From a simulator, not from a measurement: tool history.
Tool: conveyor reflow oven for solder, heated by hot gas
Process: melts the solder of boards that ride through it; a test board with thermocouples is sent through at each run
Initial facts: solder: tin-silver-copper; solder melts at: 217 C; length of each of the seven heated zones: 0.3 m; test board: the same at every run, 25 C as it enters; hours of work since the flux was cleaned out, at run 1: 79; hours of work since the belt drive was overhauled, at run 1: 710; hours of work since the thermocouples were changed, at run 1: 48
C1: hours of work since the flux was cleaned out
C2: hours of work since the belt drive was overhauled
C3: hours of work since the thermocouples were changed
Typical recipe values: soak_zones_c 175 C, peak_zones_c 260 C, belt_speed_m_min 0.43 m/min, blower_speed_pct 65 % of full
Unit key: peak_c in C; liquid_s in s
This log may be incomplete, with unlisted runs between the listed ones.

{"run": 1, "hour": 0.0, "soak_zones_c": 175, "peak_zones_c": 260, "belt_speed_m_min": 0.43, "blower_speed_pct": 65, "C1": 79, "C2": 710, "C3": 48, "peak_c": 251.3, "liquid_s": 65.7}
{"run": 2, "hour": 24.0, "soak_zones_c": 175, "peak_zones_c": 260, "belt_speed_m_min": 0.43, "blower_speed_pct": 65, "C1": 98, "C2": 729, "C3": 67, "peak_c": 251.1, "liquid_s": 66.3}
{"run": 3, "hour": 41.2, "soak_zones_c": 175, "peak_zones_c": 260, "belt_speed_m_min": 0.43, "blower_speed_pct": 65, "C1": 111, "C2": 742, "C3": 80, "peak_c": 251.3, "liquid_s": 66.5}
{"run": 4, "hour": 62.9, "soak_zones_c": 175, "peak_zones_c": 260, "belt_speed_m_min": 0.379, "blower_speed_pct": 65, "C1": 128, "C2": 759, "C3": 97, "peak_c": 253.6, "liquid_s": 78.2}
{"run": 5, "hour": 87.3, "soak_zones_c": 175, "peak_zones_c": 260, "belt_speed_m_min": 0.43, "blower_speed_pct": 65, "C1": 147, "C2": 778, "C3": 116, "peak_c": 251.3, "liquid_s": 65.6}
{"run": 6, "hour": 106.2, "soak_zones_c": 175, "peak_zones_c": 260, "belt_speed_m_min": 0.43, "blower_speed_pct": 65, "C1": 162, "C2": 793, "C3": 130, "peak_c": 251, "liquid_s": 66.2}
{"run": 7, "hour": 116.3, "soak_zones_c": 175, "peak_zones_c": 260, "belt_speed_m_min": 0.43, "blower_speed_pct": 65, "C1": 170, "C2": 800, "C3": 138, "peak_c": 251.1, "liquid_s": 65.7}
{"run": 8, "hour": 130.6, "soak_zones_c": 175, "peak_zones_c": 260, "belt_speed_m_min": 0.43, "blower_speed_pct": 65, "C1": 181, "C2": 812, "C3": 149, "peak_c": 251.2, "liquid_s": 65.8}
{"run": 9, "hour": 150.3, "soak_zones_c": 175, "peak_zones_c": 260, "belt_speed_m_min": 0.43, "blower_speed_pct": 65, "C1": 196, "C2": 827, "C3": 165, "peak_c": 251.2, "liquid_s": 66.1}
{"run": 10, "hour": 160.7, "soak_zones_c": 175, "peak_zones_c": 260, "belt_speed_m_min": 0.43, "blower_speed_pct": 65, "C1": 204, "C2": 835, "C3": 173, "peak_c": 251.1, "liquid_s": 66}
{"run": 11, "hour": 172.1, "soak_zones_c": 175, "peak_zones_c": 260, "belt_speed_m_min": 0.43, "blower_speed_pct": 75, "C1": 213, "C2": 844, "C3": 182, "peak_c": 251.6, "liquid_s": 66.9}
{"hour": 178.3, "done": "flux residue cleaned out of gas plates and filters"}
{"run": 12, "hour": 187.6, "soak_zones_c": 175, "peak_zones_c": 260, "belt_speed_m_min": 0.43, "blower_speed_pct": 61, "C1": 7, "C2": 852, "C3": 190, "peak_c": 250.3, "liquid_s": 65}
{"run": 13, "hour": 199.5, "soak_zones_c": 175, "peak_zones_c": 273, "belt_speed_m_min": 0.43, "blower_speed_pct": 65, "C1": 16, "C2": 861, "C3": 199, "peak_c": 262.9, "liquid_s": 73.7}
{"run": 14, "hour": 212.6, "soak_zones_c": 175, "peak_zones_c": 273, "belt_speed_m_min": 0.43, "blower_speed_pct": 65, "C1": 27, "C2": 871, "C3": 209, "peak_c": 262.8, "liquid_s": 73.2}
{"run": 15, "hour": 235.6, "soak_zones_c": 175, "peak_zones_c": 273, "belt_speed_m_min": 0.43, "blower_speed_pct": 65, "C1": 44, "C2": 889, "C3": 227, "peak_c": 263.1, "liquid_s": 72.9}
{"hour": 245.5, "done": "flux residue cleaned out of gas plates and filters, once more"}
{"run": 16, "hour": 265.4, "soak_zones_c": 175, "peak_zones_c": 260, "belt_speed_m_min": 0.43, "blower_speed_pct": 65, "C1": 15, "C2": 908, "C3": 246, "peak_c": 252.4, "liquid_s": 67.3}
{"run": 17, "hour": 281.9, "soak_zones_c": 175, "peak_zones_c": 260, "belt_speed_m_min": 0.43, "blower_speed_pct": 65, "C1": 28, "C2": 921, "C3": 259, "peak_c": 252.2, "liquid_s": 67.4}
{"run": 18, "hour": 299.8, "soak_zones_c": 175, "peak_zones_c": 260, "belt_speed_m_min": 0.37, "blower_speed_pct": 88, "C1": 42, "C2": 935, "C3": 273, "peak_c": 256.1, "liquid_s": 83.7}
{"run": 19, "hour": 312.5, "soak_zones_c": 175, "peak_zones_c": 260, "belt_speed_m_min": 0.37, "blower_speed_pct": 88, "C1": 52, "C2": 945, "C3": 283, "peak_c": 256, "liquid_s": 83.6}
{"run": 20, "hour": 335.7, "soak_zones_c": 175, "peak_zones_c": 260, "belt_speed_m_min": 0.37, "blower_speed_pct": 88, "C1": 70, "C2": 963, "C3": 301, "peak_c": 256.1, "liquid_s": 84.3}
{"run": 21, "hour": 359.7, "soak_zones_c": 186, "peak_zones_c": 258, "belt_speed_m_min": 0.43, "blower_speed_pct": 65, "C1": 89, "C2": 982, "C3": 319, "peak_c": 251.5, "liquid_s": 71.4}
{"run": 22, "hour": 380.8, "soak_zones_c": 175, "peak_zones_c": 260, "belt_speed_m_min": 0.43, "blower_speed_pct": 65, "C1": 105, "C2": 998, "C3": 336, "peak_c": 251.9, "liquid_s": 66.8}
{"run": 23, "hour": 398.3, "soak_zones_c": 175, "peak_zones_c": 260, "belt_speed_m_min": 0.43, "blower_speed_pct": 65, "C1": 119, "C2": 1012, "C3": 349, "peak_c": 252, "liquid_s": 67.6}

Predict the results of run 24:
{"run": 24, "hour": 415.1, "soak_zones_c": 171, "peak_zones_c": 254, "belt_speed_m_min": 0.366, "blower_speed_pct": 57, "C1": 132, "C2": 1025, "C3": 362, "peak_c": "?", "liquid_s": "?"}

peak_c: 248.2 C
liquid_s: 75.8 s
Minus the tool's unlogged condition, the same run would have read peak_c 247.3 C, liquid_s 72.9 s.
